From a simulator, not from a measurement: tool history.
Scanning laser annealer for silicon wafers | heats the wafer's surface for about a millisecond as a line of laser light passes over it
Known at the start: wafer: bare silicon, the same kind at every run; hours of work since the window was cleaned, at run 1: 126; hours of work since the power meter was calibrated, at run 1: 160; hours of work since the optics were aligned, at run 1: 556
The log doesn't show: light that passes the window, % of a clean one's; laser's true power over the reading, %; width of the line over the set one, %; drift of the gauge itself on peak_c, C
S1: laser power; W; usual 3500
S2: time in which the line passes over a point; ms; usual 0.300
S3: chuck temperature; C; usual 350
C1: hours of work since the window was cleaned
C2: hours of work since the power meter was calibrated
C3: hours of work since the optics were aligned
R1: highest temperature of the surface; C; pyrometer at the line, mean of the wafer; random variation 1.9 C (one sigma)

run 1 hour=0.0 | S1=3500 S2=0.300 S3=350 | C1=126 C2=160 C3=556 | R1=1120
run 2 hour=26.0 | S1=3500 S2=0.300 S3=350 | C1=138 C2=172 C3=568 | R1=1117
run 3 hour=63.8 | S1=3500 S2=0.215 S3=350 | C1=156 C2=190 C3=586 | R1=994
run 4 hour=90.1 | S1=3554 S2=0.215 S3=350 | C1=168 C2=202 C3=598 | R1=1003
run 5 hour=110.3 | S1=3500 S2=0.300 S3=350 | C1=177 C2=211 C3=607 | R1=1120
run 6 hour=136.0 | S1=3500 S2=0.300 S3=350 | C1=189 C2=223 C3=619 | R1=1117
run 7 hour=170.9 | S1=3500 S2=0.300 S3=350 | C1=205 C2=239 C3=635 | R1=1119
run 8 hour=213.3 | S1=3500 S2=0.361 S3=350 | C1=225 C2=259 C3=655 | R1=1199
run 9 hour=239.2 | S1=3500 S2=0.361 S3=350 | C1=237 C2=271 C3=667 | R1=1205
run 10 hour=273.5 | S1=3500 S2=0.361 S3=350 | C1=253 C2=287 C3=683 | R1=1202
run 11 hour=302.2 | S1=3500 S2=0.300 S3=350 | C1=266 C2=300 C3=696 | R1=1117
run 12 hour=342.6 | S1=3500 S2=0.300 S3=350 | C1=285 C2=319 C3=715 | R1=1118
run 13 hour=378.9 | S1=3500 S2=0.300 S3=350 | C1=302 C2=336 C3=732 | R1=1118
-- hour=387.1 window over the wafer cleaned
run 14 hour=407.6 | S1=3500 S2=0.300 S3=350 | C1=9 C2=348 C3=744 | R1=1120
run 15 hour=449.6 | S1=3500 S2=0.276 S3=350 | C1=29 C2=367 C3=763 | R1=1085
run 16 hour=470.5 | S1=3500 S2=0.300 S3=350 | C1=39 C2=377 C3=773 | R1=1117
run 17 hour=493.9 | S1=3500 S2=0.300 S3=350 | C1=49 C2=388 C3=784 | R1=1118
run 18 hour=534.2 | S1=3500 S2=0.300 S3=350 | C1=68 C2=407 C3=803 | R1=1122
run 19 hour=572.0 | S1=3500 S2=0.300 S3=375 | C1=86 C2=424 C3=820 | R1=1144
run 20 hour=613.9 | S1=3500 S2=0.300 S3=375 | C1=105 C2=443 C3=839 | R1=1147
run 21 hour=645.5 | S1=3806 S2=0.294 S3=381 | C1=120 C2=458 C3=854 | R1=1226
run 22 hour=669.3 | S1=3195 S2=0.294 S3=355 | C1=131 C2=469 C3=865 | R1=1032
run 23 hour=694.9 | S1=3206 S2=0.294 S3=350 | C1=142 C2=481 C3=877 | R1=1030
run 24 hour=717.5 | S1=3136 S2=0.217 S3=332 | C1=153 C2=491 C3=887 | R1=889
run 25 hour=751.8 | S1=3802 S2=0.217 S3=383 | C1=169 C2=507 C3=903 | R1=1095
run 26 hour=797.2 | S1=3802 S2=0.217 S3=383 | C1=190 C2=528 C3=924 | R1=1100
run 27 hour=820.4 | S1=3802 S2=0.217 S3=383 | C1=201 C2=539 C3=935 | R1=1098
run 28 hour=853.0 | S1=3802 S2=0.217 S3=383 | C1=216 C2=554 C3=950 | R1=1101
run 29 hour=877.2 | S1=3802 S2=0.217 S3=383 | C1=227 C2=565 C3=961 | R1=1097
run 30 hour=913.7 | S1=3802 S2=0.217 S3=383 | C1=244 C2=582 C3=978 | R1=1096
run 31 hour=932.0 | S1=3802 S2=0.217 S3=328 | C1=252 C2=591 C3=987 | R1=1040
run 32 hour=955.0 | S1=3703 S2=0.238 S3=336 | C1=263 C2=601 C3=997 | R1=1063
run 33 hour=995.8 | S1=2991 S2=0.238 S3=317 | C1=282 C2=620 C3=1016 | R1=870
run 34 hour=1016.1 | S1=2991 S2=0.238 S3=317 | C1=291 C2=630 C3=1026 | R1=867
-- hour=1046.4 window over the wafer cleaned
run 35 hour=1048.1 | S1=2991 S2=0.238 S3=317 | C1=1 C2=643 C3=1039 | R1=873
run 36 hour=1074.7 | S1=2991 S2=0.238 S3=317 | C1=13 C2=656 C3=1052 | R1=868
run 37 hour=1116.8 | S1=3208 S2=0.238 S3=327 | C1=33 C2=675 C3=1071 | R1=929
run 38 hour=1160.4 | S1=3045 S2=0.228 S3=347 | C1=53 C2=695 C3=1091 | R1=899
run 39 hour=1188.1 | S1=3270 S2=0.340 S3=338 | C1=66 C2=708 C3=1104 | R1=1093
run 40 hour=1218.5 | S1=3500 S2=0.297 S3=350 | C1=80 C2=722 C3=1118 | R1=1111

Forecast each of these 5 alternatives for the next run:
run A hour=1264.3 | S1=3568 S2=0.263 S3=350 | C1=101 C2=743 C3=1139 | R1=?
run B hour=1264.3 | S1=3833 S2=0.280 S3=350 | C1=101 C2=743 C3=1139 | R1=?
run C hour=1264.3 | S1=3500 S2=0.297 S3=335 | C1=101 C2=743 C3=1139 | R1=?
run D hour=1264.3 | S1=3178 S2=0.339 S3=358 | C1=101 C2=743 C3=1139 | R1=?
run E hour=1264.3 | S1=3461 S2=0.336 S3=361 | C1=101 C2=743 C3=1139 | R1=?

run=A R1=1081
run=B R1=1182
run=C R1=1095
run=D R1=1086
run=E R1=1168
Without the tool's hidden state the same runs would have given:
run=A R1=1081
run=B R1=1182
run=C R1=1096
run=D R1=1086
run=E R1=1169
